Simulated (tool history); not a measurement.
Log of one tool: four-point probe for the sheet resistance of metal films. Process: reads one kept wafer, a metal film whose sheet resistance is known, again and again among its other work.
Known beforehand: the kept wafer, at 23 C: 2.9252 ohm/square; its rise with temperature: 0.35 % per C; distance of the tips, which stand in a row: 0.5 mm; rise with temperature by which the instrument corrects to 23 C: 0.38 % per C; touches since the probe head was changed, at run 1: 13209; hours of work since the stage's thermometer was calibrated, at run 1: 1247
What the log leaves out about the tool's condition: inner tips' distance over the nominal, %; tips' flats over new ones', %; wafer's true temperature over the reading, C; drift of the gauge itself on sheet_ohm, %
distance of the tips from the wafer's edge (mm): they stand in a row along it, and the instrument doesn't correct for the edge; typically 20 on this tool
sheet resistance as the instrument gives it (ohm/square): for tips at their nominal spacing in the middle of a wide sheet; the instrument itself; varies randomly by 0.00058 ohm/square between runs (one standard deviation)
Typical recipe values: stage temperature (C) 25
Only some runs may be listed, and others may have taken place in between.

| run | hour | stage temperature (C) | distance of the tips from the wafer's edge (mm) | touches since the probe head was changed | hours of work since the stage's thermometer was calibrated | sheet resistance as the instrument gives it (ohm/square) |
|---|---|---|---|---|---|---|
| 1 | 0.0 | 25 | 20 | 13209 | 1247 | 2.924426 |
| 2 | 34.2 | 25 | 20 | 13787 | 1268 | 2.924134 |
| 3 | 50.7 | 20 | 20 | 14065 | 1279 | 2.928411 |
| 4 | 82.3 | 20 | 20 | 14597 | 1298 | 2.928248 |
| 5 | 114.7 | 20 | 20 | 15145 | 1319 | 2.928293 |
| 6 | 140.9 | 20 | 20 | 15587 | 1335 | 2.928559 |
| 7 | 168.9 | 20 | 20 | 16059 | 1353 | 2.927610 |
| 8 | 185.2 | 25 | 20 | 16334 | 1363 | 2.924011 |
|  | 188.7 | stage's thermometer calibrated |
| 9 | 207.1 | 25 | 20 | 16695 | 11 | 2.926227 |
| 10 | 229.5 | 25 | 20 | 17074 | 26 | 2.923884 |
| 11 | 250.4 | 25 | 20 | 17426 | 39 | 2.924173 |
| 12 | 279.0 | 25 | 20 | 17909 | 57 | 2.925380 |
| 13 | 312.2 | 25 | 33 | 18469 | 77 | 2.922949 |
| 14 | 340.1 | 25 | 33 | 18940 | 95 | 2.923472 |
| 15 | 371.5 | 25 | 33 | 19469 | 115 | 2.923628 |
| 16 | 395.3 | 20 | 33 | 19872 | 129 | 2.926816 |
| 17 | 424.1 | 20 | 33 | 20357 | 148 | 2.927069 |
| 18 | 460.3 | 20 | 33 | 20968 | 170 | 2.926939 |
| 19 | 483.0 | 20 | 33 | 21352 | 184 | 2.927953 |
| 20 | 518.4 | 25 | 20 | 21949 | 207 | 2.925160 |
| 21 | 534.1 | 25 | 20 | 22213 | 216 | 2.924550 |
| 22 | 558.5 | 24 | 74 | 22625 | 232 | 2.923779 |
| 23 | 578.4 | 25 | 28 | 22961 | 244 | 2.923261 |
| 24 | 609.3 | 32 | 34 | 23482 | 264 | 2.918382 |
| 25 | 626.5 | 32 | 34 | 23773 | 274 | 2.919650 |
| 26 | 643.4 | 32 | 34 | 24058 | 285 | 2.919758 |
| 27 | 671.1 | 32 | 34 | 24526 | 302 | 2.919388 |
| 28 | 702.0 | 26 | 27 | 25047 | 322 | 2.923880 |
| 29 | 732.5 | 25 | 10 | 25561 | 341 | 2.927775 |
| 30 | 767.2 | 31 | 10 | 26147 | 363 | 2.922282 |
| 31 | 782.0 | 31 | 10 | 26397 | 372 | 2.923061 |
| 32 | 804.9 | 30 | 3 | 26783 | 386 | 2.963311 |
| 33 | 832.0 | 32 | 50 | 27240 | 403 | 2.919727 |
| 34 | 868.0 | 33 | 20 | 27848 | 426 | 2.919507 |
| 35 | 896.8 | 33 | 20 | 28334 | 444 | 2.919076 |
| 36 | 931.4 | 22 | 3 | 28919 | 465 | 2.969836 |
| 37 | 964.3 | 29 | 3 | 29473 | 486 | 2.963806 |
| 38 | 989.3 | 29 | 3 | 29895 | 502 | 2.964375 |
| 39 | 1014.2 | 32 | 12 | 30315 | 517 | 2.921632 |
| 40 | 1048.9 | 27 | 74 | 30902 | 539 | 2.922166 |
| 41 | 1072.5 | 32 | 10 | 31299 | 554 | 2.923070 |
| 42 | 1094.6 | 32 | 10 | 31672 | 568 | 2.923437 |

How the hidden state differs across the entries between the runs, from the last listed run before each to the first after it:
In the gap between runs 8 and 9: stage's thermometer calibrated (hour 188.7)
  nothing in the hidden state changes from one run to the other

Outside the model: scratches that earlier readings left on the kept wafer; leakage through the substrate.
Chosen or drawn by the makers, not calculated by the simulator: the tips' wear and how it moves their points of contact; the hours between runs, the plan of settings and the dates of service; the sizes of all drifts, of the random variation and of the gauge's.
